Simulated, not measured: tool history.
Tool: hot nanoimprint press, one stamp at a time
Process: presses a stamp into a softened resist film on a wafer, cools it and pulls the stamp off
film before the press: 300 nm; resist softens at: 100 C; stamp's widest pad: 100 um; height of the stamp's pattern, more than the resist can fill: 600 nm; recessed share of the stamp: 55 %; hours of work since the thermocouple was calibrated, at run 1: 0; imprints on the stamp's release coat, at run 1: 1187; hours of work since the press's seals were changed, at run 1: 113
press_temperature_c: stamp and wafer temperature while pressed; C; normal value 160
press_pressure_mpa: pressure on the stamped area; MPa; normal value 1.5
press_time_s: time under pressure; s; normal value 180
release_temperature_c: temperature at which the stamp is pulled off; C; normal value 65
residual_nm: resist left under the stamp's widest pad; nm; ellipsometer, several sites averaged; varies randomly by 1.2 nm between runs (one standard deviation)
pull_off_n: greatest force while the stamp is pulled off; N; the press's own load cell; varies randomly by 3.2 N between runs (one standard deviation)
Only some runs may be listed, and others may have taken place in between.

run	hour	press_temperature_c	press_pressure_mpa	press_time_s	release_temperature_c	hours of work since the thermocouple was calibrated	imprints on the stamp's release coat	hours of work since the press's seals were changed	residual_nm	pull_off_n
1	0	160	1.5	180	65	0	1187	113	178.6	173
2	58.5	160	1.5	180	65	44	1436	158	175.8	186
3	116.1	160	1.5	180	65	88	1681	201	176.2	187
4	193.6	171	1.5	180	65	147	2010	260	95.5	198
# hour 216: stamp cleaned and given a new release coat
5	286.1	171	1.5	180	65	212	299	326	93.7	156
6	327	171	1.94	180	65	243	473	357	82.1	164
7	370.4	171	1.94	180	65	276	658	390	81	165
8	435.4	160	1.12	180	65	326	934	439	185.9	171
9	511.9	160	1.12	180	65	384	1260	497	184.1	174
10	566.9	160	1.5	180	56	425	1494	539	163.8	225
# hour 643.5: plate thermocouple calibrated
11	655.7	160	1.5	180	56	9	1859	604	176.1	226
# hour 712.6: stamp cleaned and given a new release coat
12	727.2	160	1.5	180	56	59	62	653	175.3	186
13	778.8	160	1.5	180	56	98	281	692	173	195
14	822.9	160	1.5	180	56	131	469	726	174.7	195
15	919.1	160	1.5	180	56	204	879	799	168.4	204
# hour 949.1: press's hydraulic seals changed and the load cell set to zero
16	967	165	1.72	153	56	235	1048	14	123.4	207
17	1008.9	165	1.72	153	56	266	1227	45	123.8	219
18	1049.4	165	1.72	153	56	297	1399	76	122.6	227
19	1094	160	1.5	184	62	331	1589	110	159.7	198
20	1156.4	160	1.5	109	68	378	1854	157	185.6	164
# hour 1214.4: stamp cleaned and given a new release coat
21	1214.4	160	1.76	180	67	418	0	197	146.6	137
22	1272.8	160	2.09	180	58	462	248	241	133.8	178
# hour 1298.7: plate thermocouple calibrated
23	1316.5	150	1.5	287	65	14	422	272	241.2	160
24	1370.5	150	1.5	287	65	54	652	313	239.7	164
25	1436.7	150	1.5	287	65	105	933	363	235.8	172
26	1503.1	150	1.5	287	65	155	1216	413	235.8	168
27	1587.3	150	1.5	287	65	219	1574	477	234.4	177
28	1626.8	163	1.5	287	68	249	1742	507	121.9	174
29	1681.9	163	1.5	287	69	291	1977	549	119.7	163
# hour 1712.9: stamp cleaned and given a new release coat
30	1769.4	168	1.5	287	56	352	241	611	90.3	183

Forecast each of these 3 alternatives for the next run:
A	1811.8	159	2.02	287	54	384	421	643	?	?
B	1811.8	155	1.5	113	51	384	421	643	?	?
C	1811.8	160	2.25	180	62	384	421	643	?	?

run	residual_nm	pull_off_n
A	128.4	193
B	228.4	205
C	139.2	166
The same runs, with their run-to-run variation unchanged, on a tool lacking any hidden condition would have given:
run	residual_nm	pull_off_n
A	137.8	190
B	238.7	202
C	148.2	165
